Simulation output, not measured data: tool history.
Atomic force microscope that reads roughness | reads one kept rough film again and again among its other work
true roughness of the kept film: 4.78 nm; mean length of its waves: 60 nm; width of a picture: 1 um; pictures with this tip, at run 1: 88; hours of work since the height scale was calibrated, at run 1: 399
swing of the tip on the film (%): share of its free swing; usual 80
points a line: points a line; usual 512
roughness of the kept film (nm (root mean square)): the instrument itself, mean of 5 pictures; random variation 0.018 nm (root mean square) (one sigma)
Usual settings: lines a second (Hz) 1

| run | hour | lines a second (Hz) | swing of the tip on the film (%) | points a line | pictures with this tip | hours of work since the height scale was calibrated | roughness of the kept film (nm (root mean square)) |
|---|---|---|---|---|---|---|---|
| 1 | 0 | 1 | 80 | 512 | 88 | 399 | 4.242 |
| 2 | 34 | 1 | 80 | 512 | 127 | 417 | 4.176 |
| 3 | 72.5 | 1 | 80 | 512 | 170 | 438 | 4.064 |
|  | 90.5 | new tip fitted |
| 4 | 95.2 | 1 | 80 | 512 | 5 | 449 | 4.489 |
| 5 | 134.2 | 1 | 80 | 512 | 49 | 470 | 4.356 |
| 6 | 157.7 | 1 | 81 | 512 | 76 | 483 | 4.29 |
| 7 | 185.4 | 1 | 81 | 512 | 107 | 498 | 4.171 |
| 8 | 229.5 | 1 | 81 | 353 | 157 | 521 | 4.069 |
| 9 | 254.3 | 1 | 88 | 512 | 185 | 534 | 4.003 |
|  | 261.2 | new tip fitted |
| 10 | 285.2 | 1 | 88 | 512 | 27 | 551 | 4.341 |
| 11 | 325.5 | 1 | 80 | 615 | 73 | 572 | 4.304 |
| 12 | 346.3 | 1 | 80 | 615 | 96 | 583 | 4.234 |
| 13 | 367.7 | 1 | 80 | 615 | 120 | 595 | 4.182 |
| 14 | 410.6 | 1 | 80 | 412 | 169 | 618 | 4.062 |
|  | 429.8 | new tip fitted |
| 15 | 453.6 | 1 | 80 | 412 | 27 | 640 | 4.451 |
| 16 | 493.2 | 1 | 80 | 412 | 72 | 661 | 4.32 |
| 17 | 523.9 | 0.56 | 75 | 512 | 107 | 678 | 4.266 |
| 18 | 572 | 2.84 | 87 | 386 | 161 | 704 | 3.772 |
|  | 600.5 | new tip fitted |
| 19 | 621.3 | 2.84 | 87 | 386 | 23 | 730 | 4.116 |
| 20 | 642 | 2.17 | 87 | 319 | 47 | 741 | 4.114 |
| 21 | 679.2 | 1.71 | 87 | 345 | 89 | 761 | 4.126 |
| 22 | 729 | 1.21 | 80 | 512 | 145 | 787 | 4.099 |
| 23 | 757.7 | 1.35 | 69 | 600 | 178 | 803 | 4.094 |
|  | 769.6 | new tip fitted |
| 24 | 797.3 | 1.35 | 69 | 600 | 31 | 823 | 4.455 |
| 25 | 840.9 | 1.43 | 88 | 512 | 81 | 847 | 4.149 |
| 26 | 878 | 2.8 | 68 | 307 | 123 | 866 | 4.136 |
| 27 | 902.2 | 2.05 | 68 | 265 | 150 | 879 | 4.081 |
|  | 938.4 | new tip fitted |
| 28 | 945.2 | 0.58 | 79 | 291 | 8 | 902 | 4.536 |
| 29 | 966.7 | 1 | 73 | 512 | 33 | 914 | 4.432 |
| 30 | 990.9 | 1.2 | 78 | 512 | 60 | 927 | 4.343 |
| 31 | 1037.2 | 1.2 | 78 | 512 | 112 | 951 | 4.198 |

Some steps in roughness of the kept film (nm (root mean square)) between neighbouring runs. How much of each would the tool show without its hidden state too (settings, what came in, random variation), and how much is left for the hidden state, with any gauge scatter that isn't in both results?
The hidden state here: radius of the tip, nm; height scale over the true one, %; drift of the gauge itself on roughness_nm, %.
Run 3 -> 4: new tip fitted. roughness of the kept film (nm (root mean square)) +0.425: hidden state +0.416, all else +0.009.
Run 9 -> 10: new tip fitted. roughness of the kept film (nm (root mean square)) +0.338: hidden state +0.394, all else -0.056.
Run 17 -> 18: lines a second (Hz) 0.56 -> 2.84, swing of the tip on the film (%) 75 -> 87, points a line 512 -> 386. roughness of the kept film (nm (root mean square)) -0.494: hidden state -0.107, all else -0.387.
Run 23 -> 24: new tip fitted. roughness of the kept film (nm (root mean square)) +0.361: hidden state +0.381, all else -0.02.
Run 27 -> 28: lines a second (Hz) 2.05 -> 0.58, swing of the tip on the film (%) 68 -> 79, points a line 265 -> 291, new tip fitted. roughness of the kept film (nm (root mean square)) +0.455: hidden state +0.354, all else +0.101.
